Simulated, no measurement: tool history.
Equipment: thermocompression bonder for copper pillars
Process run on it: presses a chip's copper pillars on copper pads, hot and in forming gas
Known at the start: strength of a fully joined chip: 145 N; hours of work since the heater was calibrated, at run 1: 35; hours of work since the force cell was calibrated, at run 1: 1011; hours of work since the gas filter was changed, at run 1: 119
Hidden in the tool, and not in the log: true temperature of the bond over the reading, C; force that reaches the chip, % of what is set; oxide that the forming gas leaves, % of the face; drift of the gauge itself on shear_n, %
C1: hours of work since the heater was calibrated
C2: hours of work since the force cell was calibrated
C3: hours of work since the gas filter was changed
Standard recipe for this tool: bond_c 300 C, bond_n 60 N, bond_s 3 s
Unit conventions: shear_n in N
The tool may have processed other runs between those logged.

run 1 day=0 | bond_c=300 bond_n=60 bond_s=3 | C1=35 C2=1011 C3=119 | shear_n=102.3
run 2 day=1.217 | bond_c=313 bond_n=60 bond_s=3 | C1=49 C2=1025 C3=133 | shear_n=116.1
run 3 day=3.275 | bond_c=313 bond_n=60 bond_s=3 | C1=72 C2=1048 C3=156 | shear_n=113.1
run 4 day=5.825 | bond_c=313 bond_n=60 bond_s=3 | C1=100 C2=1077 C3=185 | shear_n=115.4
run 5 day=8.338 | bond_c=321 bond_n=60 bond_s=3 | C1=129 C2=1105 C3=213 | shear_n=117.9
run 6 day=10.596 | bond_c=321 bond_n=60 bond_s=3 | C1=154 C2=1130 C3=239 | shear_n=119.9
run 7 day=12.942 | bond_c=321 bond_n=60 bond_s=3 | C1=181 C2=1157 C3=265 | shear_n=118.3
run 8 day=14.217 | bond_c=321 bond_n=60 bond_s=3 | C1=195 C2=1171 C3=280 | shear_n=119.4
run 9 day=16.729 | bond_c=321 bond_n=60 bond_s=3 | C1=223 C2=1199 C3=308 | shear_n=116.4
run 10 day=19.671 | bond_c=321 bond_n=60 bond_s=3 | C1=256 C2=1233 C3=341 | shear_n=116.8
run 11 day=22.596 | bond_c=280 bond_n=60 bond_s=3 | C1=289 C2=1266 C3=374 | shear_n=78.9

Predict the results of run 12:
run 12 day=24.088 | bond_c=294 bond_n=60 bond_s=3 | C1=306 C2=1282 C3=391 | shear_n=?

shear_n: 91.1 N
If the tool had no hidden condition, the same run with the same run-to-run variation would have returned shear_n 100.9 N.
